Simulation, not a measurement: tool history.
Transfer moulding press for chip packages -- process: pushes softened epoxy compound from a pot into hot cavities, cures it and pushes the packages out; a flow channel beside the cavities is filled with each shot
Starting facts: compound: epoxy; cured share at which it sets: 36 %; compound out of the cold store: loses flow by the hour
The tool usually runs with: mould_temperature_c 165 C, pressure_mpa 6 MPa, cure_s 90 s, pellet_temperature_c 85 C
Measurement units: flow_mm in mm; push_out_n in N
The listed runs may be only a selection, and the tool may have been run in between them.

run     day  mould_temperature_c  pressure_mpa  cure_s  pellet_temperature_c  incoming compound's hours out of the cold store  flow_mm  push_out_n
  1       0                  165             6      90                    85                                             11.3      568         594
  2   0.467                  165             6      90                    85                                              9.2      577         627
      0.658  -- cavities cleaned with cleaning compound and waxed
  3   0.967                  165             6      90                    85                                               38      502         430
  4   1.475                  165             6     115                    85                                             38.5      500         371
  5   2.008                  165             6     115                    85                                             15.3      558         418
  6   2.471                  165             6     115                    85                                             33.5      510         399
      2.567  -- cavities cleaned with cleaning compound and waxed
  7   3.004                  165          7.07      90                    85                                               17      598         487
  8   3.583                  165          7.07      90                    85                                               27      569         574
  9    3.85                  165          7.07      90                    85                                             28.5      563         550
 10   4.162                  165          7.07      90                    85                                             18.7      589         597
      4.479  -- cavities cleaned with cleaning compound and waxed
 11   4.612                  162          7.07      90                    85                                             39.1      543         502
 12   5.146                  162          7.07      90                    85                                             35.5      551         612
      5.254  -- mould's thermocouples calibrated
 13   5.617                  162          7.07      90                    85                                             26.2      574         726
 14   6.121                  162          7.07      90                    85                                             22.3      582         761
      6.446  -- cavities cleaned with cleaning compound and waxed
 15   6.592                  162          7.07      90                    85                                             30.1      565         530
      6.717  -- mould's thermocouples calibrated, once more
 16   6.983                  171          6.59      90                    85                                             29.3      527         327
 17   7.238                  171             6     103                    85                                              9.9      547         343
 18    7.55                  165          4.58     104                    82                                             17.1      475         437
 19   7.867                  165          5.18     104                    95                                             13.8      514         440
 20   8.162                  165          5.18     104                    95                                             45.8      441         426
      8.417  -- cavities cleaned with cleaning compound and waxed
 21   8.792                  171             6     116                    90                                             30.7      494         304
 22   9.325                  165          6.58      90                    85                                               24      544         516
 23   9.588                  165          6.58      86                    85                                             24.3      545         623
 24  10.062                  173          7.07      83                    86                                             40.8      508         429
     10.325  -- cavities cleaned with cleaning compound and waxed
 25  10.529                  165          6.39     119                    85                                             13.4      561         300
 26  10.988                  167             6      90                    85                                             46.2      465         426
 27  11.317                  165          7.18      90                    87                                             42.2      522         516
 28  11.825                  165          5.66      84                    85                                             16.6      519         704

Pick out some run-to-run changes in flow_mm. Of each, how much would a tool without hidden state show as well, from the settings, what came in and chance, and how much is left for the hidden state and any gauge scatter not in both results compared?
The tool's hidden condition here consists of: true mould temperature over the reading, C; pressure that reaches the compound, % of what is set; grip of the stained cavities, % over clean ones'; drift of the gauge itself on flow_mm, %; drift of the gauge itself on push_out_n, %.
Run 6 -> 7: pressure_mpa 6 -> 7.07, cure_s 115 -> 90, cavities cleaned with cleaning compound and waxed. flow_mm +88 mm: hidden state -3, all else +91.
Run 21 -> 22: mould_temperature_c 171 -> 165, pressure_mpa 6 -> 6.58, cure_s 116 -> 90, pellet_temperature_c 90 -> 85. flow_mm +50 mm: hidden state -4, all else +54.
Run 25 -> 26: mould_temperature_c 165 -> 167, pressure_mpa 6.39 -> 6, cure_s 119 -> 90. flow_mm -96 mm: hidden state +4, all else -100.
